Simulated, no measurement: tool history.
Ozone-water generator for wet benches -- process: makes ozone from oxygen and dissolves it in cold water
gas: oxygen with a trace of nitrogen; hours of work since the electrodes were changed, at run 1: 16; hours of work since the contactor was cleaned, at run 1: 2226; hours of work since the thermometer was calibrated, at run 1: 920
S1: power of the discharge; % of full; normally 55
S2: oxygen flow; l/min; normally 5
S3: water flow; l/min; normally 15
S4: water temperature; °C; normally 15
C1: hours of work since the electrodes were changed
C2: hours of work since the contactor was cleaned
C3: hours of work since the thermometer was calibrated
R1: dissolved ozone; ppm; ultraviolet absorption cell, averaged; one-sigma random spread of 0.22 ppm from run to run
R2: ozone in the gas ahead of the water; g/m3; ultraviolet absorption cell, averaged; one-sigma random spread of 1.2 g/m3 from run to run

Run 1, hour 0: usual settings; C1 16; C2 2226; C3 920. Result: R1 31.4 ppm, R2 225.7 g/m3.
Run 2, hour 34.6: usual settings; C1 40; C2 2250; C3 944. Result: R1 31.3 ppm, R2 227.3 g/m3.
Run 3, hour 64: usual settings but S2 3.81 l/min; C1 61; C2 2271; C3 965. Result: R1 29.9 ppm, R2 248.8 g/m3.
Run 4, hour 100.4: usual settings but S2 8.1 l/min; C1 86; C2 2296; C3 990. Result: R1 32.6 ppm, R2 190.1 g/m3.
Run 5, hour 130.9: usual settings but S2 8.1 l/min, S4 11 °C; C1 108; C2 2318; C3 1012. Result: R1 35.5 ppm, R2 190.2 g/m3.
Run 6, hour 153.2: usual settings but S2 8.1 l/min, S4 11 °C; C1 124; C2 2334; C3 1028. Result: R1 35.2 ppm, R2 190.3 g/m3.
Run 7, hour 188.3: usual settings but S2 8.1 l/min, S4 11 °C; C1 148; C2 2358; C3 1052. Result: R1 35.2 ppm, R2 190.3 g/m3.
Run 8, hour 209: usual settings but S2 8.1 l/min, S4 11 °C; C1 163; C2 2373; C3 1067. Result: R1 35.1 ppm, R2 189.6 g/m3.
Run 9, hour 247.3: usual settings but S2 8.1 l/min, S4 11 °C; C1 190; C2 2400; C3 1094. Result: R1 35 ppm, R2 190 g/m3.
Run 10, hour 278.3: usual settings but S4 9 °C; C1 212; C2 2422; C3 1116. Result: R1 33.8 ppm, R2 225.8 g/m3.
Run 11, hour 301.1: usual settings but S1 54 % of full, S2 2.55 l/min, S3 9 l/min, S4 9 °C; C1 228; C2 2438; C3 1132. Result: R1 43.3 ppm, R2 284.9 g/m3.
Run 12, hour 339: usual settings but S1 76 % of full, S2 2.55 l/min, S3 22 l/min, S4 22 °C; C1 255; C2 2465; C3 1158. Result: R1 22.8 ppm, R2 375.8 g/m3.
Run 13, hour 369.4: usual settings but S1 76 % of full, S2 6.03 l/min, S3 20 l/min, S4 22 °C; C1 276; C2 2486; C3 1180. Result: R1 30.1 ppm, R2 271.8 g/m3.
Run 14, hour 392.9: usual settings but S1 78 % of full, S2 3.09 l/min, S3 18 l/min, S4 14 °C; C1 292; C2 2503; C3 1196. Result: R1 32.3 ppm, R2 354.1 g/m3.
Run 15, hour 420.3: usual settings but S1 81 % of full, S2 5.77 l/min, S3 18 l/min, S4 14 °C; C1 312; C2 2522; C3 1216. Result: R1 38.3 ppm, R2 291.2 g/m3.

5 ways to go on from here, each from the tool as it stands after run 15. What would each give?
Run A, hour 440.9: usual settings but S2 3.4 l/min; C1 326; C2 2536; C3 1230. Result: R1 ?, R2 ?.
Run B, hour 440.9: usual settings but S4 20 °C; C1 326; C2 2536; C3 1230. Result: R1 ?, R2 ?.
Run C, hour 440.9: usual settings but S1 49 % of full, S2 5.77 l/min, S3 18 l/min, S4 9 °C; C1 326; C2 2536; C3 1230. Result: R1 ?, R2 ?.
Run D, hour 440.9: usual settings but S3 18 l/min; C1 326; C2 2536; C3 1230. Result: R1 ?, R2 ?.
Run E, hour 440.9: usual settings but S1 88 % of full, S2 5.77 l/min, S3 18 l/min, S4 14 °C; C1 326; C2 2536; C3 1230. Result: R1 ?, R2 ?.

run    R1     R2
  A  28.8  260.1
  B  28.7  224.7
  C  27.6  195.2
  D  26.7  225.6
  E    41  312.7
Had the tool no hidden state, the same runs would have come out as:
run    R1     R2
  A  29.8  262.9
  B  29.8    227
  C  28.6    197
  D  27.7  227.9
  E  42.8  317.6

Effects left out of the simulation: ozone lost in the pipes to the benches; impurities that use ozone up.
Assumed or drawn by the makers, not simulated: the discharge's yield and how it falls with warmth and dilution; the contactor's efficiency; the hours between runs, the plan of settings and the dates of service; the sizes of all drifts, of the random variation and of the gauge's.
